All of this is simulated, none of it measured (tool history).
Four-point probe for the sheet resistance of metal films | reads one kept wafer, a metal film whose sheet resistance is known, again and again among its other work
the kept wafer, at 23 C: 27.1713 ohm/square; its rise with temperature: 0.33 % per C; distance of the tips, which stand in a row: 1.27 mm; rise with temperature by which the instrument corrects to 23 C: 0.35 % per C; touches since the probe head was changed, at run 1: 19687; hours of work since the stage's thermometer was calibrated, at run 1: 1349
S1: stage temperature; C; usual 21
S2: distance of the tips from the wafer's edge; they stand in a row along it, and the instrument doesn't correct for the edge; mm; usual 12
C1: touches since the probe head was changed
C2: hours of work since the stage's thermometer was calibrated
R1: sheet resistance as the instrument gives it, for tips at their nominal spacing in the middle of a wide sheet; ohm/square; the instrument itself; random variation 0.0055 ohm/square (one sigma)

run	hour	S1	S2	C1	C2	R1
1	0	21	12	19687	1349	27.072167
2	17.7	21	12	20101	1360	27.069332
3	48.3	21	12	20819	1381	27.080479
4	79.6	21	12	21553	1401	27.07018
5	102	21	12	22078	1416	27.070013
6	124	21	12	22594	1431	27.072656
7	161	21	12	23461	1455	27.058858
8	194.8	21	12	24255	1478	27.047066
9	221.9	21	12	24889	1496	27.059827
# hour 225: stage's thermometer calibrated
10	252.9	21	12	25603	18	27.029335
11	291	20	64	26497	44	26.887289
12	314.1	20	15	27040	59	26.9868

Forecast run 13:
13	354.4	29	15	27984	86	?

{"run 13": {"R1": 26.912539}}
Without the tool's hidden state the same run would have given R1 27.228598 ohm/square.

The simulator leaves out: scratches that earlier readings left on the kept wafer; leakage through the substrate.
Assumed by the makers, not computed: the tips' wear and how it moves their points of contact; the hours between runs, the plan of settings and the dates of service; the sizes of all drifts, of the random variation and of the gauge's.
